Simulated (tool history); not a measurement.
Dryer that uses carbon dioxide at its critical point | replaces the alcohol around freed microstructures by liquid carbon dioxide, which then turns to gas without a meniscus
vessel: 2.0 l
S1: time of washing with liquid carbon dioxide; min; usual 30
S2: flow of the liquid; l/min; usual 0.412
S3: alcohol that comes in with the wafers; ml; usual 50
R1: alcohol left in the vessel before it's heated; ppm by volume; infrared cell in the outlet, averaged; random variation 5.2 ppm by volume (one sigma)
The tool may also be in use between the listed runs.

run,hour,S1,S2,S3,R1
1,0.0,30,0.412,50,164
# hour 60.0: inlet filter changed
2,65.8,30,0.412,50,120
3,121.0,30,0.412,50,139
4,179.1,30,0.412,50,160
5,247.5,30,0.412,50,175
# hour 301.4: inlet filter changed
6,317.0,30,0.412,50,135
7,349.7,30,0.412,50,146
8,389.6,30,0.412,50,170
# hour 425.2: purifier's bed changed
9,453.4,30,0.412,50,127
10,521.9,30,0.412,36,126
# hour 548.0: inlet filter changed
11,578.7,30,0.533,39,31
12,615.1,30,0.533,39,31
13,647.5,19,0.499,39,321
14,696.3,19,0.280,59,2969
15,730.9,22,0.580,30,83
# hour 789.4: inlet filter changed
16,800.2,30,0.276,50,603
17,842.9,30,0.276,50,624
18,882.8,20,0.633,50,114

Forecast each of these 3 alternatives for the next run:
A,942.8,30,0.490,48,?
B,942.8,45,0.633,50,?
C,942.8,30,0.457,50,?

run,R1
A,68
B,17
C,95
Without the tool's hidden state the same runs would have given:
run,R1
A,31
B,0
C,52
